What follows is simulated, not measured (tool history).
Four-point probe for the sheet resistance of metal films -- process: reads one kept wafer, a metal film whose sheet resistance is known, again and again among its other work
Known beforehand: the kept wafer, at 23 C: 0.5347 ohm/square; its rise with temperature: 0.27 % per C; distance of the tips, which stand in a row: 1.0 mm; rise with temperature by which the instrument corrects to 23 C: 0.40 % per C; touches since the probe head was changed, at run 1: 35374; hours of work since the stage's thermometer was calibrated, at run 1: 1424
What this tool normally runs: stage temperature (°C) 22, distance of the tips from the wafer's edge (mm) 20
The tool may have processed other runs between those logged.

| run | day | stage temperature (°C) | distance of the tips from the wafer's edge (mm) | touches since the probe head was changed | hours of work since the stage's thermometer was calibrated | sheet resistance as the instrument gives it (ohm/square) |
|---|---|---|---|---|---|---|
| 1 | 0.000 | 22 | 20 | 35374 | 1424 | 0.535962 |
| 2 | 4.450 | 22 | 15 | 40239 | 1492 | 0.536640 |
| 3 | 9.883 | 22 | 15 | 46176 | 1576 | 0.536693 |
| 4 | 14.821 | 20 | 20 | 51576 | 1652 | 0.537376 |
| 5 | 18.125 | 19 | 20 | 55185 | 1702 | 0.538011 |
|  | 21.446 | stage's thermometer calibrated |
| 6 | 21.712 | 19 | 20 | 59084 | 4 | 0.538103 |
| 7 | 27.208 | 22 | 65 | 65094 | 88 | 0.535251 |
| 8 | 31.346 | 22 | 65 | 69616 | 152 | 0.535331 |
| 9 | 34.271 | 22 | 20 | 72810 | 197 | 0.535961 |
|  | 37.362 | new probe head fitted |
| 10 | 39.079 | 22 | 20 | 1878 | 270 | 0.536159 |
| 11 | 42.029 | 22 | 20 | 5103 | 315 | 0.536088 |
| 12 | 44.375 | 22 | 16 | 7667 | 351 | 0.536451 |
| 13 | 47.675 | 34 | 28 | 11275 | 402 | 0.527833 |
| 14 | 51.179 | 34 | 28 | 15106 | 456 | 0.527792 |
| 15 | 56.129 | 22 | 6 | 20515 | 532 | 0.543267 |
| 16 | 60.629 | 34 | 65 | 25433 | 601 | 0.527322 |
| 17 | 63.396 | 19 | 20 | 28457 | 643 | 0.538018 |
| 18 | 67.221 | 24 | 67 | 32641 | 702 | 0.533957 |
| 19 | 71.700 | 24 | 19 | 37536 | 770 | 0.534697 |
| 20 | 74.117 | 33 | 62 | 40178 | 808 | 0.528008 |
| 21 | 79.379 | 32 | 65 | 45931 | 888 | 0.528666 |
| 22 | 84.888 | 31 | 5 | 51951 | 973 | 0.540527 |
| 23 | 89.862 | 25 | 5 | 57391 | 1049 | 0.544702 |

Pick out some run-to-run changes in sheet resistance as the instrument gives it (ohm/square). Of each, how much would a tool without hidden state show as well, from the settings, what came in and chance, and how much is left for the hidden state and any gauge scatter not in both results compared?
What the log doesn't record here: inner tips' distance over the nominal, %; tips' flats over new ones', %; wafer's true temperature over the reading, C; drift of the gauge itself on sheet_ohm, %.
Run 9 -> 10: new probe head fitted. sheet resistance as the instrument gives it (ohm/square) +0.000198: hidden state +0.000129, all else +0.000069.
Run 14 -> 15: stage temperature (°C) 34 -> 22, distance of the tips from the wafer's edge (mm) 28 -> 6. sheet resistance as the instrument gives it (ohm/square) +0.015475: hidden state -0.000007, all else +0.015482.
Run 15 -> 16: stage temperature (°C) 22 -> 34, distance of the tips from the wafer's edge (mm) 6 -> 65. sheet resistance as the instrument gives it (ohm/square) -0.015945: hidden state -0.000006, all else -0.015939.
Run 21 -> 22: stage temperature (°C) 32 -> 31, distance of the tips from the wafer's edge (mm) 65 -> 5. sheet resistance as the instrument gives it (ohm/square) +0.011861: hidden state -0.000009, all else +0.011870.
